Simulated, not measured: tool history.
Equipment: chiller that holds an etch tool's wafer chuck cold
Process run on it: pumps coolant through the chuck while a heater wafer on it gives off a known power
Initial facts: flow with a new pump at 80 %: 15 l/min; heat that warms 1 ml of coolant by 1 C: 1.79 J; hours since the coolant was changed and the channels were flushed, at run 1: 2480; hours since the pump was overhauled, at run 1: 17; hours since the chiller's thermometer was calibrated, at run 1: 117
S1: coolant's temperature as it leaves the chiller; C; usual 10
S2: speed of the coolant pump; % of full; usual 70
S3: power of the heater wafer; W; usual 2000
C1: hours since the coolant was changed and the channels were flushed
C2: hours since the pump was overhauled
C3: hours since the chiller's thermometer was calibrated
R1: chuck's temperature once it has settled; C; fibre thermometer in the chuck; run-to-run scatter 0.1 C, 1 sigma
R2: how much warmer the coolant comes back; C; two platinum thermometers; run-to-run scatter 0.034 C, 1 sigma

{"run": 1, "day": 0.0, "S1": 10, "S2": 70, "S3": 2000, "C1": 2480, "C2": 17, "C3": 117, "R1": 27.6, "R2": 5.1}
{"run": 2, "day": 0.883, "S1": 10, "S2": 78, "S3": 2000, "C1": 2502, "C2": 39, "C3": 138, "R1": 26.5, "R2": 4.63}
{"run": 3, "day": 1.675, "S1": 15, "S2": 78, "S3": 2000, "C1": 2521, "C2": 58, "C3": 157, "R1": 31.5, "R2": 4.63}
{"run": 4, "day": 3.054, "S1": 10, "S2": 70, "S3": 2000, "C1": 2554, "C2": 91, "C3": 190, "R1": 27.8, "R2": 5.07}
{"run": 5, "day": 3.95, "S1": 10, "S2": 70, "S3": 2000, "C1": 2575, "C2": 112, "C3": 212, "R1": 27.7, "R2": 5.15}
{"run": 6, "day": 5.542, "S1": 10, "S2": 70, "S3": 2000, "C1": 2613, "C2": 150, "C3": 250, "R1": 27.8, "R2": 5.06}
{"run": 7, "day": 6.562, "S1": 10, "S2": 70, "S3": 2676, "C1": 2638, "C2": 175, "C3": 275, "R1": 34.1, "R2": 6.82}
{"day": 6.854, "done": "coolant pump overhauled"}
{"run": 8, "day": 7.971, "S1": 10, "S2": 70, "S3": 2676, "C1": 2667, "C2": 27, "C3": 303, "R1": 34.1, "R2": 6.92}
{"run": 9, "day": 8.704, "S1": 10, "S2": 99, "S3": 2000, "C1": 2684, "C2": 44, "C3": 321, "R1": 24.2, "R2": 3.64}
{"run": 10, "day": 9.621, "S1": 8, "S2": 100, "S3": 2000, "C1": 2706, "C2": 66, "C3": 343, "R1": 22.3, "R2": 3.65}
{"run": 11, "day": 10.333, "S1": 3, "S2": 100, "S3": 1182, "C1": 2723, "C2": 83, "C3": 360, "R1": 11.5, "R2": 2.15}
{"run": 12, "day": 11.538, "S1": 15, "S2": 84, "S3": 1182, "C1": 2752, "C2": 112, "C3": 389, "R1": 24.4, "R2": 2.51}
{"run": 13, "day": 12.817, "S1": 15, "S2": 84, "S3": 1182, "C1": 2783, "C2": 143, "C3": 420, "R1": 24.5, "R2": 2.56}
{"run": 14, "day": 14.496, "S1": 4, "S2": 70, "S3": 2148, "C1": 2823, "C2": 183, "C3": 460, "R1": 23.6, "R2": 5.54}
{"run": 15, "day": 15.838, "S1": 4, "S2": 70, "S3": 2148, "C1": 2855, "C2": 216, "C3": 492, "R1": 23.4, "R2": 5.55}
{"day": 16.5, "done": "coolant pump overhauled, once more"}
{"run": 16, "day": 17.0, "S1": 4, "S2": 70, "S3": 2148, "C1": 2878, "C2": 12, "C3": 515, "R1": 23.4, "R2": 5.37}
{"run": 17, "day": 17.862, "S1": 9, "S2": 70, "S3": 2148, "C1": 2899, "C2": 33, "C3": 536, "R1": 28.5, "R2": 5.44}
{"run": 18, "day": 18.608, "S1": 16, "S2": 83, "S3": 2000, "C1": 2917, "C2": 51, "C3": 554, "R1": 32.3, "R2": 4.36}

Each row is a separate what-if for the run after 18, all from the same tool condition, not one after another. Results?
{"run": "A", "day": 20.058, "S1": 2, "S2": 81, "S3": 1421, "C1": 2952, "C2": 85, "C3": 589, "R1": "?", "R2": "?"}
{"run": "B", "day": 20.058, "S1": 1, "S2": 83, "S3": 2000, "C1": 2952, "C2": 85, "C3": 589, "R1": "?", "R2": "?"}
{"run": "C", "day": 20.058, "S1": 10, "S2": 70, "S3": 1061, "C1": 2952, "C2": 85, "C3": 589, "R1": "?", "R2": "?"}
{"run": "D", "day": 20.058, "S1": 16, "S2": 83, "S3": 2911, "C1": 2952, "C2": 85, "C3": 589, "R1": "?", "R2": "?"}

run=A R1=13.7 R2=3.14
run=B R1=17.2 R2=4.32
run=C R1=19.6 R2=2.68
run=D R1=39.5 R2=6.25
With the hidden condition removed and each run's random variation left untouched, the same runs would have given:
run=A R1=12.3 R2=3.15
run=B R1=15.3 R2=4.34
run=C R1=18.5 R2=2.69
run=D R1=36.9 R2=6.27
